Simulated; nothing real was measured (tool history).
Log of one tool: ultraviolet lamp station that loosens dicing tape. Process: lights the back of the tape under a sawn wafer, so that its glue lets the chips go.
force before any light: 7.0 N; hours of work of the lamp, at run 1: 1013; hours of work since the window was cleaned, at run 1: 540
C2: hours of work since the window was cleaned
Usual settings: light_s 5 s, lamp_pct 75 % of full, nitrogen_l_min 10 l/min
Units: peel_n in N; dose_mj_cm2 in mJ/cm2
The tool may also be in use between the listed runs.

{"run": 1, "hour": 0.0, "light_s": 5, "lamp_pct": 75, "nitrogen_l_min": 10, "hours of work of the lamp": 1013, "C2": 540, "peel_n": 0.257, "dose_mj_cm2": 462}
{"run": 2, "hour": 68.1, "light_s": 5, "lamp_pct": 75, "nitrogen_l_min": 10, "hours of work of the lamp": 1044, "C2": 571, "peel_n": 0.25, "dose_mj_cm2": 464}
{"run": 3, "hour": 137.7, "light_s": 5, "lamp_pct": 75, "nitrogen_l_min": 10, "hours of work of the lamp": 1075, "C2": 601, "peel_n": 0.25, "dose_mj_cm2": 469}
{"hour": 168.6, "done": "window cleaned of glue's vapour"}
{"run": 4, "hour": 198.2, "light_s": 5, "lamp_pct": 75, "nitrogen_l_min": 10, "hours of work of the lamp": 1101, "C2": 13, "peel_n": 0.257, "dose_mj_cm2": 468}
{"run": 5, "hour": 233.8, "light_s": 3, "lamp_pct": 75, "nitrogen_l_min": 10, "hours of work of the lamp": 1117, "C2": 29, "peel_n": 0.738, "dose_mj_cm2": 283}
{"run": 6, "hour": 294.1, "light_s": 3, "lamp_pct": 75, "nitrogen_l_min": 10, "hours of work of the lamp": 1144, "C2": 56, "peel_n": 0.754, "dose_mj_cm2": 275}
{"run": 7, "hour": 336.7, "light_s": 5, "lamp_pct": 75, "nitrogen_l_min": 10, "hours of work of the lamp": 1163, "C2": 75, "peel_n": 0.266, "dose_mj_cm2": 466}
{"run": 8, "hour": 374.1, "light_s": 5, "lamp_pct": 75, "nitrogen_l_min": 10, "hours of work of the lamp": 1180, "C2": 91, "peel_n": 0.245, "dose_mj_cm2": 461}
{"run": 9, "hour": 431.4, "light_s": 8, "lamp_pct": 79, "nitrogen_l_min": 10, "hours of work of the lamp": 1205, "C2": 117, "peel_n": 0.146, "dose_mj_cm2": 783}

Run 10 comes next. What will it give?
{"run": 10, "hour": 463.3, "light_s": 8, "lamp_pct": 79, "nitrogen_l_min": 10, "hours of work of the lamp": 1219, "C2": 131, "peel_n": "?", "dose_mj_cm2": "?"}

{"run 10": {"peel_n": 0.144, "dose_mj_cm2": 788}}
Without the tool's hidden state the same run would have given peel_n 0.143 N, dose_mj_cm2 791 mJ/cm2.

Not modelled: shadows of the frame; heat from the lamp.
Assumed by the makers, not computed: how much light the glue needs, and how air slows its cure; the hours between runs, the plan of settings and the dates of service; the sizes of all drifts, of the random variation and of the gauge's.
